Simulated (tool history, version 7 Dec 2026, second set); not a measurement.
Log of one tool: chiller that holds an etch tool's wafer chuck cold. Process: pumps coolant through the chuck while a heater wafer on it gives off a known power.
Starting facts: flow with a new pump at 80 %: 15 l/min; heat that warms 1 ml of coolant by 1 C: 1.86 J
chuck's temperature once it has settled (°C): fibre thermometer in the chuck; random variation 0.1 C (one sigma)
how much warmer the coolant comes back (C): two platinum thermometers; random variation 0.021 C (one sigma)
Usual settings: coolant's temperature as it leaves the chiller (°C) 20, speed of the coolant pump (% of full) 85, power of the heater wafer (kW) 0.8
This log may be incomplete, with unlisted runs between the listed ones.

run    hour  coolant's temperature as it leaves the chiller (°C)  speed of the coolant pump (% of full)  power of the heater wafer (kW)  chuck's temperature once it has settled (°C)  how much warmer the coolant comes back (C)
  1       0                                                   20                                     85                             0.8                                          25.4                                        1.62
  2    91.4                                                   20                                     85                             0.8                                          25.4                                        1.61
  3   229.2                                                   20                                     85                             0.8                                          25.5                                        1.59
  4   323.8                                                   20                                     85                             0.8                                          25.5                                        1.55
  5   449.7                                                   20                                     85                             0.8                                          25.5                                        1.57
  6   562.2                                                   20                                     85                             0.8                                          25.5                                        1.52
  7   678.8                                                   20                                     85                             0.8                                          25.4                                        1.52
  8   801.2                                                   20                                     85                             0.8                                          25.5                                        1.48
  9   922.6                                                   20                                     85                             0.8                                          25.7                                        1.47
 10    1000                                                   24                                     70                           0.475                                            28                                           1
 11  1139.1                                                   20                                     68                           0.498                                          24.1                                        1.11
 12  1217.5                                                   20                                     92                           0.402                                          22.7                                        0.53
 13  1287.8                                                   30                                     61                           0.953                                          38.8                                        2.53
       1366  -- gauge calibrated
 14    1395                                                   21                                     77                           0.493                                          24.9                                        1.13
 15  1461.3                                                   10                                     98                           0.435                                          12.6                                        0.76

3 options for the next run, each taken on its own from the tool as it stands now. Forecast them:
  A  1545.8                                                   23                                     85                            0.76                                             ?                                           ?
  B  1545.8                                                   20                                     79                             0.8                                             ?                                           ?
  C  1545.8                                                   23                                     85                             0.8                                             ?                                           ?

run  chuck's temperature once it has settled (°C)  how much warmer the coolant comes back (C)
  A                                          28.3                                        1.49
  B                                            26                                        1.68
  C                                          28.3                                         1.6
With the hidden condition removed and each run's random variation left untouched, the same runs would have given:
run  chuck's temperature once it has settled (°C)  how much warmer the coolant comes back (C)
  A                                          28.3                                        1.51
  B                                            26                                        1.71
  C                                          28.2                                        1.63
